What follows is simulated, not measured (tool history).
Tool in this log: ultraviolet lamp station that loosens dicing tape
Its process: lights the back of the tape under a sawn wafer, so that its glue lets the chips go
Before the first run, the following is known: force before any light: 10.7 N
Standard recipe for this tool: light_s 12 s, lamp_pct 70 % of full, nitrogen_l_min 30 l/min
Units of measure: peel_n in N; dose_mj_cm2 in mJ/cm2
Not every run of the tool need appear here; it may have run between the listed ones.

run    day  light_s  lamp_pct  nitrogen_l_min  peel_n  dose_mj_cm2
  1      0       12        70              30   1.527          335
  2  0.762       12        70              30    1.64          324
  3  1.542       12        70              30   1.619          328
  4  2.667       18        70              30   0.679          494
  5  3.617       18        70              30   0.653          496
  6  4.421       12        70              30   1.571          332
  7  5.388        7        70              30   3.296          193
  8  6.554       21        86              28   0.288          704
  9   7.95       21        86              28   0.309          709
 10  9.092       22        70              30   0.401          607
 11  10.45       22        70              30   0.412          614

Below are 5 alternative next runs, each starting from the tool's condition after run 11. Predict each:
  A  11.242       20        70              30       ?            ?
  B  11.242       12        99              31       ?            ?
  C  11.242        7        73              11       ?            ?
  D  11.242        9        70              30       ?            ?
  E  11.242       22        85              30       ?            ?

run  peel_n  dose_mj_cm2
  A    0.51          552
  B   0.781          473
  C   4.677          197
  D   2.514          249
  E   0.274          730
With no hidden state in the tool, these same runs would have given:
run  peel_n  dose_mj_cm2
  A   0.507          553
  B   0.777          474
  C   4.668          197
  D   2.505          250
  E   0.273          732
